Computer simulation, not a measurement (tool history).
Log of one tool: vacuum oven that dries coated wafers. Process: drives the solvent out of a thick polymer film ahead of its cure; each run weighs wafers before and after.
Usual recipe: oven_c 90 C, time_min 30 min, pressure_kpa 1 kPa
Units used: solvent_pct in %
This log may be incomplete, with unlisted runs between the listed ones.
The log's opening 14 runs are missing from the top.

| run | hour | oven_c | time_min | pressure_kpa | hours of work since the thermocouples were calibrated | hours of work since the vacuum gauge was cleaned of residue | solvent_pct |
|---|---|---|---|---|---|---|---|
| 15 | 506.7 | 90 | 53 | 3.89 | 33 | 926 | 2.91 |
| 16 | 533.5 | 90 | 53 | 3.89 | 47 | 940 | 2.9 |
| 17 | 573.8 | 90 | 53 | 3.89 | 68 | 961 | 2.93 |
| 18 | 596.1 | 90 | 53 | 3.89 | 79 | 973 | 2.85 |
| 19 | 634.8 | 90 | 30 | 3.86 | 100 | 993 | 5.09 |
| 20 | 684.7 | 90 | 30 | 3.86 | 126 | 1019 | 5.12 |
| 21 | 720.5 | 90 | 30 | 1 | 144 | 1038 | 3.92 |
| 22 | 768.7 | 90 | 30 | 1 | 169 | 1063 | 3.97 |
| 23 | 803.8 | 90 | 30 | 1 | 188 | 1081 | 3.92 |
| 24 | 839.9 | 85 | 30 | 1.18 | 206 | 1100 | 5.95 |
| 25 | 887.1 | 83 | 36 | 0.64 | 231 | 1125 | 5.38 |
| 26 | 909.1 | 91 | 19 | 2.66 | 243 | 1136 | 6.92 |
| 27 | 934.4 | 76 | 30 | 0.52 | 256 | 1149 | 9.13 |
| 28 | 967.2 | 76 | 30 | 0.52 | 273 | 1166 | 9.34 |
| 29 | 1015.4 | 76 | 30 | 0.52 | 298 | 1192 | 9.2 |
| 30 | 1055.5 | 94 | 49 | 1.54 | 319 | 1212 | 1.3 |
| 31 | 1077.4 | 90 | 32 | 1 | 330 | 1224 | 3.61 |
| 32 | 1108.2 | 103 | 23 | 0.53 | 346 | 1240 | 1.42 |
| 33 | 1158.3 | 90 | 30 | 2.31 | 372 | 1266 | 4.68 |
| 34 | 1196.1 | 100 | 30 | 1.89 | 392 | 1286 | 1.57 |
| 35 | 1230 | 100 | 30 | 1.89 | 410 | 1303 | 1.59 |
| 36 | 1257.6 | 76 | 22 | 1.98 | 424 | 1318 | 11.44 |
| 37 | 1281.2 | 99 | 45 | 2.09 | 436 | 1330 | 0.95 |

What does the tool deliver on the next run?
| 38 | 1328 | 85 | 24 | 2.09 | 461 | 1354 | ? |

Run 38 gave solvent_pct 7.72 %.
Had the tool carried no hidden state, the very same run would have given solvent_pct 7.68 %.
